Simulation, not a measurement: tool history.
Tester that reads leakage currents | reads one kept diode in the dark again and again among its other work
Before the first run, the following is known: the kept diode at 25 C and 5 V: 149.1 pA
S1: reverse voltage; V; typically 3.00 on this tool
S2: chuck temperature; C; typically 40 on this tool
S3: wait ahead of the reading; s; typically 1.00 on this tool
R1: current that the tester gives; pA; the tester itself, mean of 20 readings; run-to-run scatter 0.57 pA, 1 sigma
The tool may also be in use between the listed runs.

| run | hour | S1 | S2 | S3 | R1 |
|---|---|---|---|---|---|
| 1 | 0.0 | 3.00 | 40 | 1.00 | 356.21 |
| 2 | 67.4 | 3.00 | 40 | 1.00 | 355.90 |
| 3 | 123.1 | 3.00 | 40 | 1.00 | 355.45 |
| 4 | 157.4 | 3.00 | 40 | 1.00 | 356.58 |
| 5 | 220.2 | 3.00 | 40 | 1.00 | 356.85 |
| 6 | 286.8 | 3.00 | 40 | 5.70 | 356.89 |
| 7 | 341.2 | 3.00 | 40 | 5.70 | 355.40 |
| 8 | 379.1 | 3.00 | 40 | 5.70 | 355.95 |
| 9 | 415.2 | 3.00 | 40 | 5.70 | 356.83 |
|  | 443.7 | tester calibrated |
| 10 | 448.8 | 3.00 | 40 | 5.70 | 363.18 |
| 11 | 486.3 | 3.00 | 40 | 5.70 | 364.18 |
| 12 | 541.6 | 3.00 | 40 | 2.21 | 364.06 |
| 13 | 587.1 | 3.00 | 40 | 2.21 | 363.51 |
| 14 | 652.4 | 3.00 | 40 | 2.89 | 365.05 |
| 15 | 703.3 | 3.59 | 40 | 0.69 | 389.46 |
| 16 | 738.6 | 5.56 | 22 | 1.67 | 131.51 |
| 17 | 792.9 | 5.56 | 22 | 1.67 | 131.23 |
| 18 | 831.8 | 4.74 | 22 | 2.58 | 123.64 |
| 19 | 864.5 | 1.77 | 40 | 1.00 | 301.04 |
| 20 | 931.4 | 1.77 | 40 | 1.00 | 300.95 |
|  | 961.6 | probe card cleaned and baked |
| 21 | 976.5 | 6.28 | 40 | 0.42 | 480.21 |
| 22 | 1007.3 | 9.71 | 40 | 0.42 | 563.58 |
| 23 | 1063.1 | 9.71 | 40 | 0.42 | 564.70 |

Run 24 is up next; what results do you expect?
| 24 | 1117.7 | 6.23 | 31 | 1.08 | ? |

{"run 24": {"R1": 256.86}}
Had the tool carried no hidden state, the very same run would have given R1 251.96 pA.

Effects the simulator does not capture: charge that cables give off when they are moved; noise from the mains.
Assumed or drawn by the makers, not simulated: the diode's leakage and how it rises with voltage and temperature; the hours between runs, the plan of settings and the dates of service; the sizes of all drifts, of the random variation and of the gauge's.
